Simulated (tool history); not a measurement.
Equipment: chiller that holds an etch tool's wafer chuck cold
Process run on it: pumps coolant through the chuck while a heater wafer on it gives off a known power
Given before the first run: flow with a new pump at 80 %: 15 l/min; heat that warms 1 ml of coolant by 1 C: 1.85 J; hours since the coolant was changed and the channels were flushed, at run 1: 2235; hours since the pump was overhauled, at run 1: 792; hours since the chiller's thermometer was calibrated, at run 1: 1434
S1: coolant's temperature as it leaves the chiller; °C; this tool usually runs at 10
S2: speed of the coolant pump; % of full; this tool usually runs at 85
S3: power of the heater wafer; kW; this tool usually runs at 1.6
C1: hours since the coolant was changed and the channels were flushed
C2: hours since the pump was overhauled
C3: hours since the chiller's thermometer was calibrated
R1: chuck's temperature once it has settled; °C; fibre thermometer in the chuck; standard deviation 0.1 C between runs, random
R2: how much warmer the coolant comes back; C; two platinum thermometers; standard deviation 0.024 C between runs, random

{"run": 1, "hour": 0.0, "S1": 10, "S2": 85, "S3": 1.6, "C1": 2235, "C2": 792, "C3": 1434, "R1": 27.7, "R2": 3.28}
{"run": 2, "hour": 52.3, "S1": 10, "S2": 85, "S3": 1.6, "C1": 2288, "C2": 844, "C3": 1486, "R1": 27.9, "R2": 3.24}
{"run": 3, "hour": 168.4, "S1": 10, "S2": 63, "S3": 1.6, "C1": 2404, "C2": 961, "C3": 1602, "R1": 33, "R2": 4.51}
{"run": 4, "hour": 253.1, "S1": 10, "S2": 85, "S3": 1.951, "C1": 2489, "C2": 1045, "C3": 1687, "R1": 31.9, "R2": 3.96}
{"run": 5, "hour": 325.5, "S1": 10, "S2": 100, "S3": 1.6, "C1": 2561, "C2": 1118, "C3": 1759, "R1": 25.9, "R2": 2.75}
{"run": 6, "hour": 399.2, "S1": 10, "S2": 85, "S3": 1.6, "C1": 2635, "C2": 1191, "C3": 1833, "R1": 28.2, "R2": 3.28}
{"run": 7, "hour": 485.2, "S1": 17, "S2": 85, "S3": 1.6, "C1": 2721, "C2": 1277, "C3": 1919, "R1": 35.3, "R2": 3.29}
{"run": 8, "hour": 602.9, "S1": 17, "S2": 85, "S3": 1.782, "C1": 2838, "C2": 1395, "C3": 2037, "R1": 37.3, "R2": 3.61}
{"run": 9, "hour": 681.7, "S1": 10, "S2": 85, "S3": 1.6, "C1": 2917, "C2": 1474, "C3": 2115, "R1": 28.6, "R2": 3.31}
{"run": 10, "hour": 740.2, "S1": 10, "S2": 68, "S3": 1.6, "C1": 2976, "C2": 1532, "C3": 2174, "R1": 32.2, "R2": 4.15}
{"run": 11, "hour": 814.7, "S1": 10, "S2": 68, "S3": 1.6, "C1": 3050, "C2": 1607, "C3": 2248, "R1": 32.2, "R2": 4.13}
{"run": 12, "hour": 931.0, "S1": 10, "S2": 85, "S3": 1.6, "C1": 3166, "C2": 1723, "C3": 2365, "R1": 28.4, "R2": 3.3}
{"run": 13, "hour": 1000.1, "S1": 10, "S2": 69, "S3": 1.6, "C1": 3235, "C2": 1792, "C3": 2434, "R1": 32.1, "R2": 4.13}
{"run": 14, "hour": 1103.5, "S1": 10, "S2": 69, "S3": 1.6, "C1": 3339, "C2": 1896, "C3": 2537, "R1": 32.4, "R2": 4.13}
{"run": 15, "hour": 1164.7, "S1": 13, "S2": 85, "S3": 1.6, "C1": 3400, "C2": 1957, "C3": 2598, "R1": 31.7, "R2": 3.31}
{"run": 16, "hour": 1279.0, "S1": 10, "S2": 85, "S3": 1.6, "C1": 3514, "C2": 2071, "C3": 2713, "R1": 29.1, "R2": 3.32}
{"run": 17, "hour": 1351.5, "S1": 3, "S2": 80, "S3": 2.363, "C1": 3587, "C2": 2144, "C3": 2785, "R1": 32.3, "R2": 5.21}
{"run": 18, "hour": 1425.9, "S1": 12, "S2": 64, "S3": 0.927, "C1": 3661, "C2": 2218, "C3": 2860, "R1": 26.2, "R2": 2.58}
{"run": 19, "hour": 1489.9, "S1": 4, "S2": 62, "S3": 1.253, "C1": 3725, "C2": 2282, "C3": 2924, "R1": 23.8, "R2": 3.66}
{"run": 20, "hour": 1538.8, "S1": 15, "S2": 91, "S3": 2.338, "C1": 3774, "C2": 2331, "C3": 2972, "R1": 41.5, "R2": 4.54}
{"hour": 1586.5, "done": "coolant changed, channels flushed"}
{"run": 21, "hour": 1657.9, "S1": 15, "S2": 91, "S3": 2.338, "C1": 71, "C2": 2444, "C3": 3086, "R1": 38.3, "R2": 4.55}
{"run": 22, "hour": 1729.8, "S1": 15, "S2": 91, "S3": 2.338, "C1": 143, "C2": 2516, "C3": 3157, "R1": 38.5, "R2": 4.57}

What does the tool deliver on the next run?
{"run": 23, "hour": 1811.1, "S1": 10, "S2": 85, "S3": 1.159, "C1": 225, "C2": 2597, "C3": 3239, "R1": "?", "R2": "?"}

Run 23 produced R1 22.9 °C, R2 2.41 C.
If the tool had no hidden condition, the same run with the same run-to-run variation would have returned R1 21.7 °C, R2 2.34 C.
